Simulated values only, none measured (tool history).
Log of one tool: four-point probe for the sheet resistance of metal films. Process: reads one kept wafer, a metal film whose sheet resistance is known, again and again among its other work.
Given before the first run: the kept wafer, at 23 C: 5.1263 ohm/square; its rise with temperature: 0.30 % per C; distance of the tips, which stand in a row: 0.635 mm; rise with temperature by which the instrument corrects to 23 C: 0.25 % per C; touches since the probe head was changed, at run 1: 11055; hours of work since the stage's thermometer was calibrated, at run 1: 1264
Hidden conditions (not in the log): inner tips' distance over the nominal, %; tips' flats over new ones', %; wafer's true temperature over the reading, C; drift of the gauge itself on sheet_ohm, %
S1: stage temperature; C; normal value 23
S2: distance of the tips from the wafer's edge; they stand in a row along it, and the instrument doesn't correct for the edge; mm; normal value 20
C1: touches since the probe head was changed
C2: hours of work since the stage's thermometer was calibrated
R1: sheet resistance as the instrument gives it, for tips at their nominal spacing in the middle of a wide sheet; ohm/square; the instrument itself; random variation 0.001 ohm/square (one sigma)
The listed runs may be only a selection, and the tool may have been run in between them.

{"run": 1, "hour": 0.0, "S1": 23, "S2": 20, "C1": 11055, "C2": 1264, "R1": 5.130901}
{"run": 2, "hour": 11.9, "S1": 32, "S2": 20, "C1": 11209, "C2": 1269, "R1": 5.151281}
{"run": 3, "hour": 34.4, "S1": 32, "S2": 20, "C1": 11503, "C2": 1279, "R1": 5.149614}
{"run": 4, "hour": 52.2, "S1": 23, "S2": 24, "C1": 11734, "C2": 1287, "R1": 5.128205}
{"run": 5, "hour": 69.3, "S1": 23, "S2": 20, "C1": 11955, "C2": 1294, "R1": 5.129814}
{"run": 6, "hour": 87.3, "S1": 23, "S2": 20, "C1": 12190, "C2": 1302, "R1": 5.129106}
{"run": 7, "hour": 105.3, "S1": 23, "S2": 20, "C1": 12422, "C2": 1310, "R1": 5.12906}
{"run": 8, "hour": 125.7, "S1": 23, "S2": 54, "C1": 12687, "C2": 1319, "R1": 5.125874}
{"run": 9, "hour": 142.0, "S1": 23, "S2": 54, "C1": 12900, "C2": 1326, "R1": 5.128337}
{"run": 10, "hour": 158.6, "S1": 23, "S2": 54, "C1": 13115, "C2": 1333, "R1": 5.126515}
{"hour": 162.2, "done": "stage's thermometer calibrated"}
{"run": 11, "hour": 173.2, "S1": 25, "S2": 20, "C1": 13299, "C2": 5, "R1": 5.134595}
{"run": 12, "hour": 195.8, "S1": 25, "S2": 29, "C1": 13592, "C2": 15, "R1": 5.132941}
{"run": 13, "hour": 217.3, "S1": 25, "S2": 29, "C1": 13871, "C2": 24, "R1": 5.131184}
{"run": 14, "hour": 234.8, "S1": 25, "S2": 29, "C1": 14098, "C2": 32, "R1": 5.132761}
{"run": 15, "hour": 257.9, "S1": 18, "S2": 29, "C1": 14398, "C2": 42, "R1": 5.11366}
{"run": 16, "hour": 279.6, "S1": 29, "S2": 4, "C1": 14680, "C2": 52, "R1": 5.209397}
{"run": 17, "hour": 296.2, "S1": 18, "S2": 27, "C1": 14895, "C2": 59, "R1": 5.115727}

Run 18, settings as shown, results not yet in. Your forecast:
{"run": 18, "hour": 316.6, "S1": 35, "S2": 17, "C1": 15161, "C2": 68, "R1": "?"}

{"run 18": {"R1": 5.158554}}
On a tool with no hidden condition, and with the same random variation, this run would have come out at R1 5.158475 ohm/square.

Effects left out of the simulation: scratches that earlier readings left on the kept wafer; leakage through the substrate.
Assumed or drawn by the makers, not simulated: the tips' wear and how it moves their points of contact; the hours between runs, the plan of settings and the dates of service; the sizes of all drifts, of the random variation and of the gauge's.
